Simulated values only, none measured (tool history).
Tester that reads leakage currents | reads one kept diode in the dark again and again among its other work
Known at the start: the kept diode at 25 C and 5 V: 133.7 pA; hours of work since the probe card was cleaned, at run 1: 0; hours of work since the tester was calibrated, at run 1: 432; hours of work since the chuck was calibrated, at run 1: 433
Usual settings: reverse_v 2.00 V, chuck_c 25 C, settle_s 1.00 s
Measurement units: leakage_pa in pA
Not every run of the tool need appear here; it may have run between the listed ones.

run,hour,reverse_v,chuck_c,settle_s,hours of work since the probe card was cleaned,hours of work since the tester was calibrated,hours of work since the chuck was calibrated,leakage_pa
1,0.0,2.00,25,1.00,0,432,433,90.47
2,67.8,2.00,25,1.00,51,482,484,91.27
3,189.1,2.00,25,1.00,142,573,575,92.98
4,291.4,2.00,25,1.00,218,650,652,94.55
5,357.7,2.00,25,1.00,268,699,701,95.67
# hour 376.3: chuck's temperature calibrated
6,454.8,2.00,25,1.00,339,771,59,85.31
7,548.0,2.85,50,1.00,409,840,129,571.15
8,628.9,2.85,50,1.00,469,901,189,580.44
9,729.7,2.85,50,1.00,545,976,265,586.16
10,796.9,5.39,20,3.09,595,1027,315,103.86
11,918.6,2.00,26,0.81,686,1118,406,98.42

What would each run have given without the hidden state, its run-to-run variation left as it was?
Hidden state at play: stray current of the dirty probe card, pA a volt; current scale over the true one, %; true chuck temperature over the reading, C; drift of the gauge itself on leakage_pa, %.
run,leakage_pa
1,84.19
2,84.16
3,84.14
4,84.27
5,84.32
6,84.36
7,561.39
8,564.57
9,562.74
10,95.76
11,90.61
